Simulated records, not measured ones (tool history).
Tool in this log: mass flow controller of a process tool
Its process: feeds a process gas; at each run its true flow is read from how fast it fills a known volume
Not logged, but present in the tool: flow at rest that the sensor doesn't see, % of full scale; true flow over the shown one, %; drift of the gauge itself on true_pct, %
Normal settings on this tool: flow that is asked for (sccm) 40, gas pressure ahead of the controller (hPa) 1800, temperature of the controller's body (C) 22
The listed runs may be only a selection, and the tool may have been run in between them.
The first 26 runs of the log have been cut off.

| run | day | flow that is asked for (sccm) | gas pressure ahead of the controller (hPa) | temperature of the controller's body (C) | hours of work since the controller was set to zero | hours of work since the controller was changed | true flow (%) |
|---|---|---|---|---|---|---|---|
| 27 | 115.842 | 11 | 1870 | 27 | 2948 | 2948 | 96.26 |
| 28 | 120.408 | 11 | 1870 | 27 | 3023 | 3023 | 96.38 |
| 29 | 123.271 | 11 | 1870 | 27 | 3070 | 3070 | 96.32 |
| 30 | 127.117 | 11 | 1870 | 27 | 3134 | 3134 | 95.99 |
| 31 | 132.588 | 40 | 1410 | 22 | 3224 | 3224 | 96.59 |
|  | 136.321 | gauge calibrated |
| 32 | 138.533 | 40 | 1410 | 22 | 3322 | 3322 | 98.52 |
| 33 | 144.558 | 40 | 1410 | 22 | 3421 | 3421 | 98.46 |
| 34 | 148.400 | 40 | 1410 | 22 | 3484 | 3484 | 98.34 |
| 35 | 153.546 | 12 | 1900 | 22 | 3569 | 3569 | 97.89 |
| 36 | 157.675 | 43 | 2260 | 21 | 3637 | 3637 | 98.63 |
| 37 | 161.467 | 43 | 2260 | 21 | 3700 | 3700 | 98.60 |
| 38 | 165.317 | 40 | 1970 | 22 | 3763 | 3763 | 98.42 |
| 39 | 167.971 | 40 | 1970 | 22 | 3807 | 3807 | 98.50 |
| 40 | 172.712 | 83 | 2170 | 24 | 3885 | 3885 | 99.11 |
| 41 | 175.896 | 83 | 2170 | 24 | 3938 | 3938 | 99.08 |
| 42 | 181.162 | 83 | 2170 | 24 | 4025 | 4025 | 99.20 |
| 43 | 185.983 | 83 | 2170 | 24 | 4104 | 4104 | 99.03 |
| 44 | 191.325 | 18 | 1630 | 21 | 4192 | 4192 | 97.24 |
| 45 | 195.271 | 18 | 1630 | 21 | 4257 | 4257 | 97.40 |
| 46 | 200.321 | 15 | 1910 | 23 | 4340 | 4340 | 97.29 |
| 47 | 206.175 | 15 | 1910 | 23 | 4437 | 4437 | 97.33 |
| 48 | 211.338 | 15 | 1910 | 23 | 4522 | 4522 | 97.04 |

Alternative continuations, all from the tool just after run 48; predict every row:
| A | 217.400 | 37 | 1910 | 30 | 4622 | 4622 | ? |
| B | 217.400 | 23 | 2180 | 25 | 4622 | 4622 | ? |
| C | 217.400 | 40 | 1450 | 25 | 4622 | 4622 | ? |

| run | true flow (%) |
|---|---|
| A | 97.23 |
| B | 97.24 |
| C | 97.27 |
Had the tool no hidden state, the same runs would have come out as:
| run | true flow (%) |
|---|---|
| A | 98.41 |
| B | 98.41 |
| C | 98.45 |
